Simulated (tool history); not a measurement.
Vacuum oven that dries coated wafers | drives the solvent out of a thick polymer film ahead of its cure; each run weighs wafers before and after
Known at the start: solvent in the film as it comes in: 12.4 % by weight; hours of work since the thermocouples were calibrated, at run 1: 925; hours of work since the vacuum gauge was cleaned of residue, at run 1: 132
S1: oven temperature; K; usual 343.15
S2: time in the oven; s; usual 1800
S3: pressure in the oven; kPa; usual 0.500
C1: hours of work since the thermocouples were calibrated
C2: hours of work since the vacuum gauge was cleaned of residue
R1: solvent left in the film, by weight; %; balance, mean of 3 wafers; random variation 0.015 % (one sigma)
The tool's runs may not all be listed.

run 1 day=0.000 | S1=343.15 S2=1800 S3=0.500 | C1=925 C2=132 | R1=0.99
run 2 day=2.488 | S1=343.15 S2=1800 S3=0.500 | C1=952 C2=160 | R1=0.95
run 3 day=4.267 | S1=343.15 S2=1800 S3=0.500 | C1=972 C2=180 | R1=0.98
-- day=4.625 vacuum gauge cleaned of residue and calibrated
run 4 day=6.871 | S1=343.15 S2=1800 S3=0.500 | C1=1000 C2=25 | R1=0.96
run 5 day=8.862 | S1=343.15 S2=1800 S3=0.500 | C1=1023 C2=47 | R1=0.99
-- day=10.233 vacuum gauge cleaned of residue and calibrated, once more
run 6 day=11.129 | S1=346.15 S2=960 S3=0.380 | C1=1047 C2=10 | R1=2.07
run 7 day=12.608 | S1=352.15 S2=1260 S3=0.380 | C1=1064 C2=26 | R1=0.68
run 8 day=14.375 | S1=340.15 S2=2820 S3=0.318 | C1=1083 C2=46 | R1=0.47
run 9 day=16.317 | S1=341.15 S2=1080 S3=0.331 | C1=1105 C2=68 | R1=2.59
run 10 day=19.433 | S1=335.15 S2=1080 S3=1.633 | C1=1140 C2=103 | R1=4.46

Forecast each of these 3 alternatives for the next run:
run A day=22.479 | S1=329.15 S2=1020 S3=0.718 | C1=1174 C2=137 | R1=?
run B day=22.479 | S1=343.15 S2=1200 S3=0.316 | C1=1174 C2=137 | R1=?
run C day=22.479 | S1=333.15 S2=1800 S3=0.500 | C1=1174 C2=137 | R1=?

run=A R1=5.50
run=B R1=1.90
run=C R1=2.58
Without the tool's hidden state the same runs would have given:
run=A R1=4.99
run=B R1=1.52
run=C R1=2.12
